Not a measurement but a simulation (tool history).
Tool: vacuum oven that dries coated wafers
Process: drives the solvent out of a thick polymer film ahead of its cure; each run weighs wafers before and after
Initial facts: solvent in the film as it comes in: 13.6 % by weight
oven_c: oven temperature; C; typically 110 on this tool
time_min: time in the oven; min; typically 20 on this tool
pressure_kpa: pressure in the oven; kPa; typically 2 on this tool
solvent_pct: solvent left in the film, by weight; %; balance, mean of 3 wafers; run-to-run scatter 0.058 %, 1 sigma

Run 1, hour 0: usual settings. Result: solvent_pct 3.51 %.
Run 2, hour 9.2: usual settings but pressure_kpa 3.32 kPa. Result: solvent_pct 4.56 %.
Run 3, hour 17.2: usual settings but pressure_kpa 3.32 kPa. Result: solvent_pct 4.51 %.
Run 4, hour 29.6: usual settings but pressure_kpa 3.32 kPa. Result: solvent_pct 4.64 %.
Run 5, hour 38.7: usual settings but oven_c 112 C, pressure_kpa 3.32 kPa. Result: solvent_pct 4.16 %.
Run 6, hour 48.6: usual settings but oven_c 112 C, pressure_kpa 3.32 kPa. Result: solvent_pct 4.06 %.
Run 7, hour 58: usual settings but time_min 27 min. Result: solvent_pct 2.9 %.
Run 8, hour 65: usual settings but time_min 27 min. Result: solvent_pct 2.85 %.
Run 9, hour 72.4: usual settings but time_min 27 min. Result: solvent_pct 2.98 %.
Run 10, hour 84.6: usual settings but oven_c 121 C, time_min 27 min. Result: solvent_pct 1.45 %.
Run 11, hour 94.7: usual settings but oven_c 121 C, time_min 27 min. Result: solvent_pct 1.44 %.
Run 12, hour 105.3: usual settings but oven_c 121 C, time_min 27 min. Result: solvent_pct 1.35 %.
Run 13, hour 114.8: usual settings but oven_c 105 C, time_min 15 min. Result: solvent_pct 5.88 %.
Run 14, hour 126.6: usual settings but oven_c 125 C, time_min 15 min, pressure_kpa 4.64 kPa. Result: solvent_pct 2.95 %.
Run 15, hour 133: usual settings but oven_c 111 C, time_min 15 min, pressure_kpa 2.84 kPa. Result: solvent_pct 4.86 %.
Run 16, hour 143.5: usual settings but oven_c 112 C, time_min 19 min, pressure_kpa 2.27 kPa. Result: solvent_pct 3.43 %.
Run 17, hour 155.9: usual settings but time_min 22 min, pressure_kpa 4.57 kPa. Result: solvent_pct 5.6 %.
Run 18, hour 164.4: usual settings but oven_c 107 C, time_min 28 min, pressure_kpa 1.32 kPa. Result: solvent_pct 2.9 %.
Run 19, hour 173.4: usual settings but time_min 23 min, pressure_kpa 5 kPa. Result: solvent_pct 5.76 %.
Run 20, hour 183.6: usual settings but oven_c 98 C, time_min 14 min, pressure_kpa 2.75 kPa. Result: solvent_pct 8.6 %.
Run 21, hour 194.9: usual settings but oven_c 98 C, time_min 14 min, pressure_kpa 2.75 kPa. Result: solvent_pct 8.84 %.
Run 22, hour 204.2: usual settings but oven_c 111 C, time_min 34 min, pressure_kpa 1.34 kPa. Result: solvent_pct 1.88 %.
Run 23, hour 210.2: usual settings but time_min 23 min. Result: solvent_pct 3.27 %.

For each run, the measured value with the value that run would have given without the tool's hidden condition subtracted. The run-to-run variation is shared by both, the gauge scatter possibly not:
Hidden state at play: true wafer temperature over the reading, C; true pressure over the reading, kPa; drift of the gauge itself on solvent_pct, %.
run  solvent_pct
  1        +0.62
  2        +0.66
  3        +0.65
  4        +0.66
  5        +0.61
  6        +0.61
  7        +0.53
  8        +0.54
  9        +0.55
 10        +0.22
 11        +0.22
 12        +0.23
 13        +0.78
 14        +0.38
 15        +0.74
 16        +0.65
 17        +0.76
 18        +0.64
 19        +0.76
 20        +0.74
 21        +0.75
 22        +0.43
 23        +0.67

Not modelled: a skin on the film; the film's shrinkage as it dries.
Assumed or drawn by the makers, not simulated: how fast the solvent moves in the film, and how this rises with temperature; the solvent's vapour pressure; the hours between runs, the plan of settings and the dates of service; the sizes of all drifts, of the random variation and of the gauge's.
